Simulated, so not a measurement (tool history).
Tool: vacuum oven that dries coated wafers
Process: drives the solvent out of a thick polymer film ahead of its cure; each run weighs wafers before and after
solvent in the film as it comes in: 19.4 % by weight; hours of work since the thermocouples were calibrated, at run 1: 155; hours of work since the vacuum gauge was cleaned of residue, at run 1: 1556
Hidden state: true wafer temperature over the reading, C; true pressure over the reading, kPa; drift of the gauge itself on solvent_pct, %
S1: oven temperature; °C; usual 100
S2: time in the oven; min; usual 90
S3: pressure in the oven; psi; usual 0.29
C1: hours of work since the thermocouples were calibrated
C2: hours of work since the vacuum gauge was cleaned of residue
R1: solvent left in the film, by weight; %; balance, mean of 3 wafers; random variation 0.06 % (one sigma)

run	hour	S1	S2	S3	C1	C2	R1
1	0	100	90	0.29	155	1556	3.99
2	55.9	114	90	0.29	187	1588	2.12
3	109.1	100	90	0.29	217	1618	4.01
4	194.6	100	90	0.29	266	1667	4.1
5	257.7	100	90	0.29	302	1703	4.15
6	341	100	90	0.29	349	1750	4.15
# hour 425.1: vacuum gauge cleaned of residue and calibrated
7	425.1	100	75	0.29	397	0	4.76
8	483.4	100	90	0.29	430	33	4.48
9	546.7	100	90	0.29	466	69	4.32
# hour 563.1: vacuum gauge cleaned of residue and calibrated, once more
10	629	100	90	0.371	512	38	4.25
11	702.9	100	90	0.29	554	80	3.47
12	752.9	113	90	0.29	582	108	1.9
13	827.8	113	90	0.29	625	151	1.86
14	882.4	113	90	0.29	656	182	1.9
15	936.3	100	90	0.29	687	213	3.63
16	1009.4	100	84	0.29	728	254	3.73
17	1050.5	100	84	0.29	752	278	3.89
# hour 1102.1: oven's thermocouples calibrated
18	1135.4	100	90	0.426	19	325	4.84
19	1181.8	100	90	0.426	45	351	4.78
20	1227.3	90	67	0.29	71	377	7.35
21	1313.6	90	67	0.202	120	426	6.28
22	1392.6	90	67	0.202	166	471	6.34
23	1439.1	98	90	0.602	192	498	7.18
24	1481	98	90	0.602	216	522	7.08
25	1530.5	99	138	0.763	244	550	7.89
26	1584.8	99	74	0.873	275	581	9.7
27	1663.6	99	74	0.873	320	626	9.84
28	1726.2	107	98	0.802	356	661	6.59
29	1764.9	96	79	0.226	378	683	4.4
30	1841.3	107	90	0.336	421	727	3.04
31	1893.7	90	90	0.418	451	757	7.96
32	1969.4	109	90	0.328	494	800	2.78
33	2041.9	109	90	0.328	535	841	2.85
34	2089.4	109	90	0.328	562	868	2.72
35	2158	109	90	0.328	602	907	2.73
36	2239.4	103	92	0.455	648	954	4.78
37	2277.9	103	92	0.455	670	976	4.78

Some steps in R1 between neighbouring runs. How much of each would the tool show without its hidden state too (settings, what came in, random variation), and how much is left for the hidden state, with any gauge scatter that isn't in both results?
Run 9 -> 10: S3 0.29 -> 0.371, vacuum gauge cleaned of residue and calibrated, once more. R1 -0.07 %: hidden state -0.92, all else +0.85.
Run 27 -> 28: S1 99 -> 107, S2 74 -> 98, S3 0.873 -> 0.802. R1 -3.25 %: hidden state -0.06, all else -3.19.
Run 30 -> 31: S1 107 -> 90, S3 0.336 -> 0.418. R1 +4.92 %: hidden state +0.29, all else +4.63.
Run 31 -> 32: S1 90 -> 109, S3 0.418 -> 0.328. R1 -5.18 %: hidden state -0.27, all else -4.91.

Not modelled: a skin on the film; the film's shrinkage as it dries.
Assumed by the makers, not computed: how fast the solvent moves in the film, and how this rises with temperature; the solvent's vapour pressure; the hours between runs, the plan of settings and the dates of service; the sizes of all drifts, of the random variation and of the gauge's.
